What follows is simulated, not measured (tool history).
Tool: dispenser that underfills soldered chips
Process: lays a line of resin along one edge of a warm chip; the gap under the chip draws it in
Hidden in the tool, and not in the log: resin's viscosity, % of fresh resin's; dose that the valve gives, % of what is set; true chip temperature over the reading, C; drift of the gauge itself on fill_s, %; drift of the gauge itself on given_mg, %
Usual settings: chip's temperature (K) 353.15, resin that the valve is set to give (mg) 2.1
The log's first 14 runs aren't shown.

run	hour	chip's temperature (K)	resin that the valve is set to give (mg)	hours of work since the syringe was changed	hours of work since the valve was cleaned	hours of work since the stage was calibrated	time until the resin shows at the far edge (s)	resin that the valve gave (mg)
15	51.3	353.15	2.1	10	39	128	61.6	2.076
# hour 52.8: new syringe of resin
16	54.8	353.15	2.02	1	41	130	47.8	1.988
17	59.6	349.15	2.1	5	45	133	58.3	2.06
18	64.6	365.15	2.1	8	48	137	42.2	2.055
# hour 68.2: new syringe of resin
# hour 70.6: dispensing valve cleaned and set on the balance
19	70.6	359.15	2.05	1	0	140	38.3	2.064
20	73.9	342.15	2.58	3	2	142	66.8	2.572
21	77.6	342.15	2.58	6	5	145	72.8	2.574
22	80.1	349.15	2.4	8	7	147	64.4	2.397

Forecast run 23:
# hour 84.8: new syringe of resin
23	85.1	343.15	1.9	0	10	150	?	?

{"run 23": {"time until the resin shows at the far edge (s)": 60.3, "resin that the valve gave (mg)": 1.891}}
Without the tool's hidden state the same run would have given time until the resin shows at the far edge (s) 61.8, resin that the valve gave (mg) 1.898.
